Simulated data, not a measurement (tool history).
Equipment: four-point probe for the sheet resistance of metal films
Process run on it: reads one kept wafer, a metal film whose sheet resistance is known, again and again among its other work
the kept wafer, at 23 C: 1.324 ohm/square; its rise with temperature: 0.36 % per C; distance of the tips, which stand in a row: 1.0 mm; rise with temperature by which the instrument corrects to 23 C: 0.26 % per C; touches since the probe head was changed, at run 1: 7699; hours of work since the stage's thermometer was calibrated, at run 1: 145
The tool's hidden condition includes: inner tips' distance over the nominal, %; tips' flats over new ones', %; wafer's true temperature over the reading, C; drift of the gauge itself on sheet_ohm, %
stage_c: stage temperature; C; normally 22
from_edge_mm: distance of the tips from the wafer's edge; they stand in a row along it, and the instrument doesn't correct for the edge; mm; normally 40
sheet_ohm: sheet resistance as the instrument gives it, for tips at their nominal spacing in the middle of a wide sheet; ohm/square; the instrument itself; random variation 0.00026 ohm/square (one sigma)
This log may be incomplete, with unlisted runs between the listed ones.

run    hour  stage_c  from_edge_mm  touches since the probe head was changed  hours of work since the stage's thermometer was calibrated  sheet_ohm
  1     0.0       22            40                                      7699                                                         145   1.321361
  2   125.1       22            40                                     10449                                                         222   1.320867
  3   223.1       22            37                                     12602                                                         281   1.320319
  4   320.9       22            37                                     14752                                                         341   1.320420
  5   441.8       22            37                                     17409                                                         415   1.319585
  6   503.3       22            37                                     18762                                                         452   1.320538
  7   619.6       22            37                                     21319                                                         523   1.319400
  8   688.2       22            37                                     22826                                                         565   1.318778
  9   797.8       27            40                                     25235                                                         632   1.324833
 10   895.3       31            35                                     27379                                                         691   1.330401
 11   970.7       28            10                                     29036                                                         737   1.332206
 12  1077.2       19             8                                     31377                                                         802   1.324629
 13  1198.2       19             8                                     34037                                                         876   1.325032
 14  1262.0       31            15                                     35440                                                         915   1.331920
 15  1347.1       34            11                                     37311                                                         967   1.338114
 16  1405.7       28            20                                     38599                                                        1003   1.326043
 17  1497.1       26             6                                     40608                                                        1059   1.340649

Selected run-to-run steps in sheet_ohm, each split into two signed amounts: the part the tool would show with no hidden state at all (from settings, incoming material and random variation), and the remainder, which goes to the hidden state together with any gauge scatter not common to the measured and the hidden-state-free results:
Run 4 -> 5: no setting touched and nothing written in the log between the runs. sheet_ohm -0.000835 ohm/square: hidden state -0.000351, all else -0.000484.
Run 16 -> 17: stage_c 28 -> 26, from_edge_mm 20 -> 6. sheet_ohm +0.014606 ohm/square: hidden state -0.000311, all else +0.014917.
